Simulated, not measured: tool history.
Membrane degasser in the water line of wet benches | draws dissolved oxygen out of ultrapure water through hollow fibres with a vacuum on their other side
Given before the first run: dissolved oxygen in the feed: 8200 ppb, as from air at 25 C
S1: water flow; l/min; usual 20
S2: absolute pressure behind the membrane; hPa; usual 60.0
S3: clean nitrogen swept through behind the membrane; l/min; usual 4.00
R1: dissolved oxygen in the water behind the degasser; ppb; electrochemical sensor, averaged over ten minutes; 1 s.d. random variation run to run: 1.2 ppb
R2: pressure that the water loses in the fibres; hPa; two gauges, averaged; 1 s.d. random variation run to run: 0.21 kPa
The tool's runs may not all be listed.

{"run": 1, "hour": 0.0, "S1": 20, "S2": 60.0, "S3": 4.0, "R1": 138.3, "R2": 514.1}
{"hour": 112.1, "done": "seals of the vacuum lines changed"}
{"run": 2, "hour": 175.6, "S1": 20, "S2": 60.0, "S3": 4.0, "R1": 135.6, "R2": 515.4}
{"run": 3, "hour": 338.5, "S1": 20, "S2": 60.0, "S3": 4.0, "R1": 138.9, "R2": 517.2}
{"run": 4, "hour": 509.8, "S1": 20, "S2": 60.0, "S3": 2.66, "R1": 153.7, "R2": 515.0}
{"run": 5, "hour": 616.5, "S1": 20, "S2": 60.0, "S3": 2.66, "R1": 153.7, "R2": 515.1}
{"run": 6, "hour": 731.3, "S1": 20, "S2": 60.0, "S3": 2.66, "R1": 152.8, "R2": 515.5}
{"run": 7, "hour": 862.4, "S1": 20, "S2": 60.0, "S3": 2.66, "R1": 156.7, "R2": 516.7}
{"run": 8, "hour": 949.6, "S1": 28, "S2": 60.0, "S3": 4.0, "R1": 311.0, "R2": 716.9}
{"run": 9, "hour": 1119.8, "S1": 28, "S2": 60.0, "S3": 4.0, "R1": 313.9, "R2": 719.3}
{"run": 10, "hour": 1227.3, "S1": 28, "S2": 60.0, "S3": 4.0, "R1": 323.1, "R2": 722.8}
{"run": 11, "hour": 1320.7, "S1": 20, "S2": 60.0, "S3": 4.0, "R1": 138.5, "R2": 513.7}
{"run": 12, "hour": 1467.9, "S1": 20, "S2": 60.0, "S3": 4.0, "R1": 139.7, "R2": 519.3}
{"run": 13, "hour": 1599.1, "S1": 20, "S2": 60.0, "S3": 4.0, "R1": 139.1, "R2": 516.3}
{"run": 14, "hour": 1736.5, "S1": 20, "S2": 60.0, "S3": 4.0, "R1": 141.0, "R2": 517.3}
{"run": 15, "hour": 1913.1, "S1": 20, "S2": 60.0, "S3": 4.0, "R1": 140.8, "R2": 519.2}
{"run": 16, "hour": 2001.3, "S1": 20, "S2": 77.8, "S3": 4.0, "R1": 161.3, "R2": 517.3}
{"run": 17, "hour": 2133.4, "S1": 20, "S2": 60.0, "S3": 2.74, "R1": 157.1, "R2": 520.6}
{"run": 18, "hour": 2265.0, "S1": 20, "S2": 60.0, "S3": 2.74, "R1": 157.9, "R2": 515.7}
{"run": 19, "hour": 2340.1, "S1": 18, "S2": 82.3, "S3": 11.41, "R1": 94.7, "R2": 471.7}
{"run": 20, "hour": 2520.0, "S1": 18, "S2": 82.3, "S3": 11.41, "R1": 95.2, "R2": 472.0}
{"hour": 2536.5, "done": "vacuum gauge calibrated"}
{"run": 21, "hour": 2660.7, "S1": 13, "S2": 109.8, "S3": 7.46, "R1": 55.8, "R2": 338.1}
{"run": 22, "hour": 2747.1, "S1": 30, "S2": 72.1, "S3": 3.15, "R1": 430.1, "R2": 779.7}
{"run": 23, "hour": 2833.1, "S1": 30, "S2": 72.1, "S3": 3.15, "R1": 418.9, "R2": 779.6}
{"run": 24, "hour": 2977.9, "S1": 20, "S2": 52.2, "S3": 4.0, "R1": 136.6, "R2": 516.0}
{"run": 25, "hour": 3072.6, "S1": 31, "S2": 126.1, "S3": 9.06, "R1": 431.3, "R2": 811.2}

What will run 26 give?
{"run": 26, "hour": 3204.0, "S1": 28, "S2": 136.3, "S3": 3.01, "R1": "?", "R2": "?"}

For run 26 the tool returned R1 493.7 ppb, R2 729.8 hPa.
Minus the tool's unlogged condition, the same run would have read R1 444.4 ppb, R2 695.2 hPa.
